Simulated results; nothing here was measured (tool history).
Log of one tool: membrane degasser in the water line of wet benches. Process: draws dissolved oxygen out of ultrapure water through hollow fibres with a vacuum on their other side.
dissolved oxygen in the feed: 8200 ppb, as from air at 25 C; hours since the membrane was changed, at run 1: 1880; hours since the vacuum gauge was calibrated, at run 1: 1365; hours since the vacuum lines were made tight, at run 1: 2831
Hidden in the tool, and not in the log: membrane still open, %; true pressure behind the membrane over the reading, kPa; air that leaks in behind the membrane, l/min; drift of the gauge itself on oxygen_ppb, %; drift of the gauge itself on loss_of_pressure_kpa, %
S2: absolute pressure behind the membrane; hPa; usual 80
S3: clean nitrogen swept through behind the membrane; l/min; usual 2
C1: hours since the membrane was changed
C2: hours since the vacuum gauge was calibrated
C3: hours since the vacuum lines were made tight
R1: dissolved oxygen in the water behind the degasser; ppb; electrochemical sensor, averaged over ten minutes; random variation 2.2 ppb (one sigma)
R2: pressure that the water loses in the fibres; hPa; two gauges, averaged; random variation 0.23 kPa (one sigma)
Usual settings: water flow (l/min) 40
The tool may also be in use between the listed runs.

{"run": 1, "hour": 0.0, "water flow (l/min)": 40, "S2": 80, "S3": 2, "C1": 1880, "C2": 1365, "C3": 2831, "R1": 218.2, "R2": 589}
{"run": 2, "hour": 82.4, "water flow (l/min)": 40, "S2": 80, "S3": 0.82, "C1": 1963, "C2": 1447, "C3": 2914, "R1": 443.6, "R2": 591.4}
{"run": 3, "hour": 136.4, "water flow (l/min)": 40, "S2": 80, "S3": 0.82, "C1": 2017, "C2": 1501, "C3": 2968, "R1": 449.6, "R2": 587.4}
{"run": 4, "hour": 210.5, "water flow (l/min)": 40, "S2": 80, "S3": 2, "C1": 2091, "C2": 1575, "C3": 3042, "R1": 222.3, "R2": 591.1}
{"run": 5, "hour": 272.2, "water flow (l/min)": 40, "S2": 80, "S3": 2, "C1": 2152, "C2": 1637, "C3": 3104, "R1": 220.1, "R2": 587.9}
{"run": 6, "hour": 309.0, "water flow (l/min)": 40, "S2": 80, "S3": 2, "C1": 2189, "C2": 1674, "C3": 3140, "R1": 216.8, "R2": 591.3}
{"run": 7, "hour": 348.7, "water flow (l/min)": 40, "S2": 80, "S3": 2, "C1": 2229, "C2": 1714, "C3": 3180, "R1": 221.6, "R2": 590.9}

The next listed run, before its measurement:
{"run": 8, "hour": 395.1, "water flow (l/min)": 43, "S2": 80, "S3": 2, "C1": 2275, "C2": 1760, "C3": 3226, "R1": "?", "R2": "?"}

R1: 238.9 ppb
R2: 634.9 hPa
Without the tool's hidden state the same run would have given R1 238.7 ppb, R2 634.7 hPa.
